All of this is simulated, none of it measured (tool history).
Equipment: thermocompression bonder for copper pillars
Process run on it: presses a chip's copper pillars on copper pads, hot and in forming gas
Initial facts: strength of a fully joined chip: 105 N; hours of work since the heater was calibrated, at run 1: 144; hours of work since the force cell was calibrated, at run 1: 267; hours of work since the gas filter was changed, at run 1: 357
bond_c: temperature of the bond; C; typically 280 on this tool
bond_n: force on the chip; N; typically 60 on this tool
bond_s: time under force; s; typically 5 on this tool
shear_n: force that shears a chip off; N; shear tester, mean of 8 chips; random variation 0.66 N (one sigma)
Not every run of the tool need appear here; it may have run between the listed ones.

run,hour,bond_c,bond_n,bond_s,hours of work since the heater was calibrated,hours of work since the force cell was calibrated,hours of work since the gas filter was changed,shear_n
1,0,280,60,5,144,267,357,39
# hour 10.4: forming gas filter changed
2,32.6,280,60,5,168,291,17,43.9
3,60.7,280,60,3,189,313,38,34.8
4,92.3,280,60,5,213,336,62,41.8
5,130.6,280,88,5,242,365,90,61.6
6,149,260,60,5,256,379,104,31.8
7,188.8,260,60,5,286,409,134,30.1
8,218.9,260,60,5,308,432,157,29.6
9,240.1,260,60,5,324,448,173,29.7
10,268.9,260,60,5,346,469,195,30.2
11,290.3,280,60,7,362,485,211,44.4
12,317.4,280,60,7,382,506,231,45
13,348.7,280,60,7,406,529,255,43.4
14,375.1,280,60,15,426,549,275,57.3
15,407.2,280,60,15,450,573,299,56.2
16,450.8,280,60,14,483,606,331,53.3
17,487.8,280,60,14,511,634,359,52.9
# hour 497.2: forming gas filter changed
18,506.5,280,60,14,524,648,7,57.7
19,529.6,280,60,5,542,665,24,42.3
20,555.2,280,60,5,561,684,44,40.6
# hour 561.3: heater calibrated with a thermocouple chip
21,601.5,273,60,8,30,718,77,40.2
22,625.3,273,60,8,48,736,95,39
23,663.7,273,60,8,77,765,124,38.8
24,691.3,273,60,8,98,785,145,39.5
25,716.2,264,78,5,117,804,163,37.2
# hour 732.9: heater calibrated with a thermocouple chip, once more
# hour 756: force cell calibrated
26,762.4,280,38,5,21,5,196,24.6
27,791.5,280,63,11,43,27,217,55.7
28,835.7,259,62,3,76,60,251,25.8
29,871.3,259,39,4,103,87,278,15.2
30,912.2,259,39,4,134,118,308,15.3
31,942.7,291,67,7,157,141,331,57.4
# hour 987.2: forming gas filter changed
32,987.2,288,88,3,190,174,0,56.9
33,1014.9,300,79,3,211,195,21,57.9
34,1048.1,286,79,8,236,220,46,68.4
35,1084.1,308,79,8,263,247,73,79.2
36,1124.4,281,38,5,293,277,103,25
37,1163.2,305,70,11,322,306,133,74.7
38,1201.3,280,45,11,351,335,161,38.9

For some of the steps in shear_n from one run to the next: how much would appear even if the tool had no hidden state, given the settings, what came in and random variation, and how much remains for the hidden state plus any gauge scatter that the measured result and the result without hidden state don't share?
What the log doesn't record here: true temperature of the bond over the reading, C; force that reaches the chip, % of what is set; oxide that the forming gas leaves, % of the face; drift of the gauge itself on shear_n, %.
Run 17 -> 18: forming gas filter changed. shear_n +4.8 N: hidden state +5.8, all else -1.
Run 25 -> 26: bond_c 264 -> 280, bond_n 78 -> 38, heater calibrated with a thermocouple chip, once more, force cell calibrated. shear_n -12.6 N: hidden state +7.3, all else -19.9.
Run 30 -> 31: bond_c 259 -> 291, bond_n 39 -> 67, bond_s 4 -> 7. shear_n +42.1 N: hidden state -4.5, all else +46.6.
Run 31 -> 32: bond_c 291 -> 288, bond_n 67 -> 88, bond_s 7 -> 3, forming gas filter changed. shear_n -0.5 N: hidden state +5.3, all else -5.8.
Run 35 -> 36: bond_c 308 -> 281, bond_n 79 -> 38, bond_s 8 -> 5. shear_n -54.2 N: hidden state +1.1, all else -55.3.
Run 36 -> 37: bond_c 281 -> 305, bond_n 38 -> 70, bond_s 5 -> 11. shear_n +49.7 N: hidden state -2.6, all else +52.3.
